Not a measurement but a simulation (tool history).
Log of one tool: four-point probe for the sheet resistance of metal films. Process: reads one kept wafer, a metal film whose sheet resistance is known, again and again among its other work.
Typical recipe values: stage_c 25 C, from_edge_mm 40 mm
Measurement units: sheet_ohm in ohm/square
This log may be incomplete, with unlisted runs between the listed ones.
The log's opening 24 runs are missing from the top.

run	day	stage_c	from_edge_mm	touches since the probe head was changed	hours of work since the stage's thermometer was calibrated	sheet_ohm
25	12.517	18	9	37658	1968	0.040562
26	12.846	34	41	37961	1973	0.039993
27	13.208	29	31	38294	1979	0.040114
28	13.517	29	31	38579	1983	0.040106
29	14.196	19	4	39207	1994	0.041586
30	14.788	24	40	39752	2003	0.0402
31	15.221	26	6	40151	2010	0.040724
32	15.817	23	8	40698	2019	0.040537
33	16.204	35	13	41055	2025	0.040089
34	16.775	24	31	41582	2034	0.040204
35	17.329	24	31	42093	2042	0.04019
36	17.867	34	30	42588	2050	0.039999
37	18.3	23	24	42986	2057	0.040242
38	18.588	33	13	43254	2062	0.040131
39	18.908	33	6	43548	2066	0.040599
40	19.279	33	6	43891	2072	0.040603
41	19.692	33	6	44268	2079	0.040588
42	20.3	33	6	44830	2088	0.040604
# day 20.967: stage's thermometer calibrated
43	20.979	27	6	45439	0	0.040699
44	21.621	35	42	46031	10	0.04001
45	22.029	23	55	46407	16	0.040199

Consider 4 possible next runs. They are alternatives, not a sequence: every one starts from the tool as it was left by run 45. What does each give?
A	22.496	22	55	46834	24	?
B	22.496	23	37	46834	24	?
C	22.496	30	40	46834	24	?
D	22.496	23	43	46834	24	?

run	sheet_ohm
A	0.040232
B	0.040195
C	0.040084
D	0.040206
Without the tool's unlogged condition, the same runs would have read:
run	sheet_ohm
A	0.040234
B	0.040197
C	0.040086
D	0.040208
